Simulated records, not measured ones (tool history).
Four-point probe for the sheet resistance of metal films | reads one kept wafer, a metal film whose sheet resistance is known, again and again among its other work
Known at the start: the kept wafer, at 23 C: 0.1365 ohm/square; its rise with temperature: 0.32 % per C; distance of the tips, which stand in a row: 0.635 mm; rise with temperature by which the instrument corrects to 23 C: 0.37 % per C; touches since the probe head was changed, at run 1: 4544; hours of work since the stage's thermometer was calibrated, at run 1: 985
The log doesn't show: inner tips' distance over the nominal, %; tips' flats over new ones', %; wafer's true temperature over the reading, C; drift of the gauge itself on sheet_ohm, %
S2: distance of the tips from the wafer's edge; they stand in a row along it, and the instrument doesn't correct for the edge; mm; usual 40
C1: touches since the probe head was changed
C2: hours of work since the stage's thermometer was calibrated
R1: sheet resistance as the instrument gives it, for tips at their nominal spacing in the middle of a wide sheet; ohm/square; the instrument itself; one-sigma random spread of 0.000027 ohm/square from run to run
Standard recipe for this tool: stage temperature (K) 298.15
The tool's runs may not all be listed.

Run 1, day 0: usual settings; C1 4544; C2 985. Result: R1 0.136572 ohm/square.
Run 2, day 0.608: usual settings; C1 4744; C2 991. Result: R1 0.13655 ohm/square.
Run 3, day 1.271: usual settings; C1 4961; C2 998. Result: R1 0.136601 ohm/square.
Run 4, day 1.612: usual settings but S2 7 mm; C1 5073; C2 1001. Result: R1 0.137148 ohm/square.
Run 5, day 2.038: usual settings; C1 5213; C2 1006. Result: R1 0.13655 ohm/square.
Run 6, day 2.646: usual settings; C1 5412; C2 1012. Result: R1 0.136597 ohm/square.
Run 7, day 3.062: usual settings but S2 4 mm; C1 5549; C2 1016. Result: R1 0.138342 ohm/square.
Run 8, day 3.475: usual settings; C1 5684; C2 1020. Result: R1 0.136532 ohm/square.
Run 9, day 3.788: usual settings; C1 5787; C2 1024. Result: R1 0.136563 ohm/square.
Run 10, day 4.129: usual settings; C1 5899; C2 1027. Result: R1 0.136544 ohm/square.
Run 11, day 4.604: usual settings but stage temperature (K) 300.15, S2 11 mm; C1 6055; C2 1032. Result: R1 0.136628 ohm/square.
Run 12, day 5: usual settings but stage temperature (K) 305.15, S2 11 mm; C1 6186; C2 1036. Result: R1 0.136327 ohm/square.

Run 13 has not been measured yet. What should we expect?
Run 13, day 5.446: usual settings but stage temperature (K) 295.15, S2 11 mm; C1 6331; C2 1040. Result: R1 ?.

{"run 13": {"R1": 0.137033}}
The same run, on a tool lacking any hidden state, would have yielded R1 0.13684 ohm/square.
